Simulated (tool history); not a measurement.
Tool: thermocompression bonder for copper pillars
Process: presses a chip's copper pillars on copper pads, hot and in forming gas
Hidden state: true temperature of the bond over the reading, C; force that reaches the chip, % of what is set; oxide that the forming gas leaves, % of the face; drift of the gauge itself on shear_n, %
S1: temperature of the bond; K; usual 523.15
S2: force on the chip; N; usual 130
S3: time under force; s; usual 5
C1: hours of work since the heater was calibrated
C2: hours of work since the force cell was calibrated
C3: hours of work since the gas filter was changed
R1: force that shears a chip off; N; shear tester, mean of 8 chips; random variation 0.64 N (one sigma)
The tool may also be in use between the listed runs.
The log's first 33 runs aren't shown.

run 34 day=20.225 | S1=525.15 S2=167 S3=8 | C1=457 C2=619 C3=384 | R1=104
run 35 day=20.762 | S1=547.15 S2=130 S3=10 | C1=463 C2=624 C3=389 | R1=113.5
run 36 day=21.196 | S1=493.15 S2=130 S3=7 | C1=467 C2=629 C3=394 | R1=65.7
run 37 day=21.95 | S1=493.15 S2=130 S3=7 | C1=475 C2=637 C3=402 | R1=65.5
run 38 day=22.392 | S1=526.15 S2=78 S3=6 | C1=480 C2=642 C3=407 | R1=70.1
run 39 day=23.079 | S1=540.15 S2=113 S3=10 | C1=487 C2=649 C3=414 | R1=104.9
run 40 day=23.504 | S1=540.15 S2=113 S3=10 | C1=491 C2=653 C3=418 | R1=105.6
run 41 day=24.083 | S1=504.15 S2=121 S3=5 | C1=498 C2=659 C3=424 | R1=64.5

3 ways to go on from here, each from the tool as it stands after run 41. What would each give?
run A day=24.733 | S1=543.15 S2=130 S3=3 | C1=504 C2=666 C3=431 | R1=?
run B day=24.733 | S1=534.15 S2=191 S3=12 | C1=504 C2=666 C3=431 | R1=?
run C day=24.733 | S1=515.15 S2=130 S3=5 | C1=504 C2=666 C3=431 | R1=?

run=A R1=87.1
run=B R1=116.9
run=C R1=76.1
Without the tool's hidden state the same runs would have given:
run=A R1=87.4
run=B R1=121.1
run=C R1=75.4
